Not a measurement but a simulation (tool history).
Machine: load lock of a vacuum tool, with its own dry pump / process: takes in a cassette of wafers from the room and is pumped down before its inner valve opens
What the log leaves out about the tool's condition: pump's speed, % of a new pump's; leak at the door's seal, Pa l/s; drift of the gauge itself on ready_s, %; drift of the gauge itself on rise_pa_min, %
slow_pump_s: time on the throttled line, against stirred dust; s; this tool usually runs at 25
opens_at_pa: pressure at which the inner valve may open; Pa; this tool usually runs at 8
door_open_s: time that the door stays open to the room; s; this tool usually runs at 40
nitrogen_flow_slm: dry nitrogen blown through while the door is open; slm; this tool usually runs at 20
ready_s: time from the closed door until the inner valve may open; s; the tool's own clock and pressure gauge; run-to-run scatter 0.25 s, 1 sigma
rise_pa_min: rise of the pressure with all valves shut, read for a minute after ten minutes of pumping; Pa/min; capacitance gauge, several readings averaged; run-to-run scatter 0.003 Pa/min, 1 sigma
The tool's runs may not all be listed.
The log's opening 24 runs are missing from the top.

run    hour  slow_pump_s  opens_at_pa  door_open_s  nitrogen_flow_slm  hours that the pump has run since its overhaul  times that the door has closed on its seal  incoming humidity of the room's air, %  ready_s  rise_pa_min
 25  2643.8           44            8           63                 20                                           12248                                        9868                                    49.1     65.3        0.089
 26  2765.0           23           11           40                 15                                           12369                                       10019                                    47.3     46.9        0.084
 27  2857.3           25            8           40                 36                                           12462                                       10134                                    46.5     49.8        0.070
 28  2934.8           25            8          161                 20                                           12539                                       10230                                    43.3     49.6        0.127
 29  3082.6           25            8          161                 20                                           12687                                       10414                                    41.7     49.6        0.118
 30  3194.3           15            9           38                 20                                           12799                                       10553                                    46.8     41.1        0.079
 31  3283.8           37            9          192                 20                                           12888                                       10664                                    40.0     59.6        0.128
 32  3372.9           37            9          192                 20                                           12977                                       10775                                    42.4     59.6        0.129
 33  3447.1           24            8          212                 22                                           13051                                       10867                                    41.3     49.1        0.131
 34  3592.9           24            8           40                 38                                           13197                                       11049                                    46.0     48.9        0.072
 35  3705.1           16            8           40                 23                                           13309                                       11188                                    42.7     42.9        0.081
 36  3786.0           16            8           40                 23                                           13390                                       11289                                    45.8     42.2        0.081

Forecast each of these 5 alternatives for the next run:
  A  3880.6           20            8           69                 37                                           13485                                       11406                                    46.7        ?            ?
  B  3880.6           16            8           35                 44                                           13485                                       11406                                    40.2        ?            ?
  C  3880.6           25            9           40                 20                                           13485                                       11406                                    44.3        ?            ?
  D  3880.6           25            8           40                 20                                           13485                                       11406                                    43.1        ?            ?
  E  3880.6           25           10          218                 20                                           13485                                       11406                                    46.4        ?            ?

run  ready_s  rise_pa_min
  A     45.6        0.081
  B     42.8        0.065
  C     49.8        0.082
  D     50.0        0.082
  E     49.5        0.148
Without the tool's hidden state the same runs would have given:
run  ready_s  rise_pa_min
  A     42.1        0.036
  B     39.2        0.021
  C     46.5        0.036
  D     46.6        0.037
  E     46.2        0.102

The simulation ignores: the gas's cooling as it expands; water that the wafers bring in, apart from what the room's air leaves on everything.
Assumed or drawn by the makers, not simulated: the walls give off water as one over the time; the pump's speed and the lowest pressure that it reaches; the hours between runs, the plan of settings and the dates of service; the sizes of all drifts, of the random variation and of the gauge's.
